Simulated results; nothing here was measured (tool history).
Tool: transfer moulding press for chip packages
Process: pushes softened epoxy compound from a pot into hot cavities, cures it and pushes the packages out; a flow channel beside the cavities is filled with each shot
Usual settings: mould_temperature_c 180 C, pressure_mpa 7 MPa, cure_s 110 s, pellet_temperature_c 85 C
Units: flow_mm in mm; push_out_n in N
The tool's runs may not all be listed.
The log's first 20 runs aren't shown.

run   hour  mould_temperature_c  pressure_mpa  cure_s  pellet_temperature_c  hours of work since the mould's thermocouples were calibrated  shots since the plunger's rings were changed  shots since the cavities were cleaned  incoming compound's hours out of the cold store  flow_mm  push_out_n
     161.4  -- cavities cleaned with cleaning compound and waxed
 21  164.2                  175          8.36     130                    85                                                            346                                          2890                                     27                                             38.4      523         326
 22  169.1                  175          8.36     130                    85                                                            349                                          2937                                     74                                             32.1      545         358
 23  174.4                  175          8.36     130                    85                                                            352                                          2989                                    126                                             24.2      572         383
 24  183.4                  175          8.36     130                    85                                                            357                                          3075                                    212                                             41.8      506         406
 25  189.3                  175          8.36     130                    85                                                            361                                          3132                                    269                                             19.8      590         464
 26    199                  174             7     102                    76                                                            367                                          3225                                    362                                             27.8      516         704
 27  203.5                  174             7     102                    76                                                            370                                          3268                                    405                                             10.3      571         824
     206.6  -- cavities cleaned with cleaning compound and waxed
 28  209.7                  180           5.9     110                    83                                                            372                                          3314                                     30                                             32.9      442         313
 29  220.1                  180          8.61     110                    87                                                            379                                          3413                                    129                                             43.7      495         373
 30    226                  180          8.61     110                    87                                                            382                                          3469                                    185                                             17.8      587         408

Forecast each of these 3 alternatives for the next run:
  A  231.4                  180          5.43     110                    95                                                            386                                          3521                                    237                                             35.5        ?           ?
  B  231.4                  182          8.61     145                    87                                                            386                                          3521                                    237                                             39.9        ?           ?
  C  231.4                  180           6.8     123                    87                                                            386                                          3521                                    237                                             21.2        ?           ?

run  flow_mm  push_out_n
  A      417         436
  B      502         372
  C      509         419
Without the tool's hidden state the same runs would have given:
run  flow_mm  push_out_n
  A      449         309
  B      540         265
  C      548         300
